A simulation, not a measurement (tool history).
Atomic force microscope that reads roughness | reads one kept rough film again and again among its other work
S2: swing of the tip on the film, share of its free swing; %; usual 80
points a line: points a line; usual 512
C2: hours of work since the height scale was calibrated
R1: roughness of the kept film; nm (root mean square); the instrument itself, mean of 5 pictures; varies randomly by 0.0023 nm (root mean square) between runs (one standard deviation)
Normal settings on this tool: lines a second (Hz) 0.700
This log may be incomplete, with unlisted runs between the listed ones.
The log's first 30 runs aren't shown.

run 31 day=10.671 | lines_a_second_(Hz)=1.068 S2=87 points_a_line=297 | pictures_with_this_tip=128 C2=58 | R1=0.654
run 32 day=10.912 | lines_a_second_(Hz)=1.068 S2=87 points_a_line=297 | pictures_with_this_tip=136 C2=61 | R1=0.647
run 33 day=11.121 | lines_a_second_(Hz)=2.138 S2=80 points_a_line=455 | pictures_with_this_tip=143 C2=64 | R1=0.645
run 34 day=11.538 | lines_a_second_(Hz)=0.946 S2=69 points_a_line=529 | pictures_with_this_tip=156 C2=69 | R1=0.676
run 35 day=12.017 | lines_a_second_(Hz)=0.946 S2=59 points_a_line=825 | pictures_with_this_tip=172 C2=75 | R1=0.674
run 36 day=12.221 | lines_a_second_(Hz)=0.946 S2=59 points_a_line=825 | pictures_with_this_tip=179 C2=78 | R1=0.677
run 37 day=12.588 | lines_a_second_(Hz)=3.546 S2=80 points_a_line=714 | pictures_with_this_tip=190 C2=83 | R1=0.616
run 38 day=12.988 | lines_a_second_(Hz)=3.546 S2=82 points_a_line=266 | pictures_with_this_tip=203 C2=88 | R1=0.602
run 39 day=13.267 | lines_a_second_(Hz)=0.700 S2=61 points_a_line=537 | pictures_with_this_tip=212 C2=92 | R1=0.674
-- day=13.662 new tip fitted
run 40 day=13.717 | lines_a_second_(Hz)=0.700 S2=61 points_a_line=537 | pictures_with_this_tip=1 C2=97 | R1=0.700
run 41 day=14.125 | lines_a_second_(Hz)=0.700 S2=61 points_a_line=537 | pictures_with_this_tip=15 C2=102 | R1=0.695
run 42 day=14.592 | lines_a_second_(Hz)=0.700 S2=61 points_a_line=259 | pictures_with_this_tip=30 C2=109 | R1=0.687
run 43 day=14.862 | lines_a_second_(Hz)=1.735 S2=80 points_a_line=623 | pictures_with_this_tip=39 C2=112 | R1=0.665
run 44 day=15.117 | lines_a_second_(Hz)=2.505 S2=81 points_a_line=512 | pictures_with_this_tip=47 C2=115 | R1=0.646
run 45 day=15.583 | lines_a_second_(Hz)=0.585 S2=76 points_a_line=521 | pictures_with_this_tip=62 C2=121 | R1=0.690
run 46 day=15.958 | lines_a_second_(Hz)=0.585 S2=76 points_a_line=521 | pictures_with_this_tip=74 C2=126 | R1=0.692

Below are 3 alternative next runs, each starting from the tool's condition after run 46. Predict each:
run A day=16.179 | lines_a_second_(Hz)=0.634 S2=76 points_a_line=521 | pictures_with_this_tip=81 C2=129 | R1=?
run B day=16.179 | lines_a_second_(Hz)=1.535 S2=57 points_a_line=314 | pictures_with_this_tip=81 C2=129 | R1=?
run C day=16.179 | lines_a_second_(Hz)=0.771 S2=56 points_a_line=358 | pictures_with_this_tip=81 C2=129 | R1=?

run=A R1=0.685
run=B R1=0.680
run=C R1=0.687
Take away the tool's hidden state, keep each run's random variation, and the runs would have read:
run=A R1=0.695
run=B R1=0.690
run=C R1=0.697

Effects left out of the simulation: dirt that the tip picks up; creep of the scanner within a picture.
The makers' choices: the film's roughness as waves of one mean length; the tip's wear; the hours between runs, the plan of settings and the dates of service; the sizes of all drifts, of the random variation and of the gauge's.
